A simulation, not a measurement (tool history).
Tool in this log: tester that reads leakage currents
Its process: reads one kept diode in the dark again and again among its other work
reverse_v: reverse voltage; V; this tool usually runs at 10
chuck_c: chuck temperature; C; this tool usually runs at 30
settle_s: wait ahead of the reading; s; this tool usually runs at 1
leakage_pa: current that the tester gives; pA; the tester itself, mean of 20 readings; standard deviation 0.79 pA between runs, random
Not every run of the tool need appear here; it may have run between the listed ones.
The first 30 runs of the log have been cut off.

run,day,reverse_v,chuck_c,settle_s,leakage_pa
# day 187.983: chuck's temperature calibrated
31,193.45,6.5,22,0.83,105.5
32,199.083,6.5,22,0.83,105.25
33,206.667,1.8,24,6.96,64.92
34,212.508,1.8,24,6.96,64.97
35,219.767,8.6,25,1,157.94
36,224.342,1.4,54,2.19,641.69
# day 229.029: tester calibrated
37,231.492,1.4,54,2.19,641.22
38,237.429,1.4,54,2.19,641.07
39,241.158,2.4,46,1.57,465.65

Here are 3 independent what-if runs from the current tool condition. What would each one return?
A,249.35,3.2,32,1.57,?
B,249.35,2.4,46,0.31,?
C,249.35,2.4,30,1.57,?

run,leakage_pa
A,173.19
B,463.25
C,126.88
Without the tool's unlogged condition, the same runs would have read:
run,leakage_pa
A,173.14
B,463.27
C,126.83
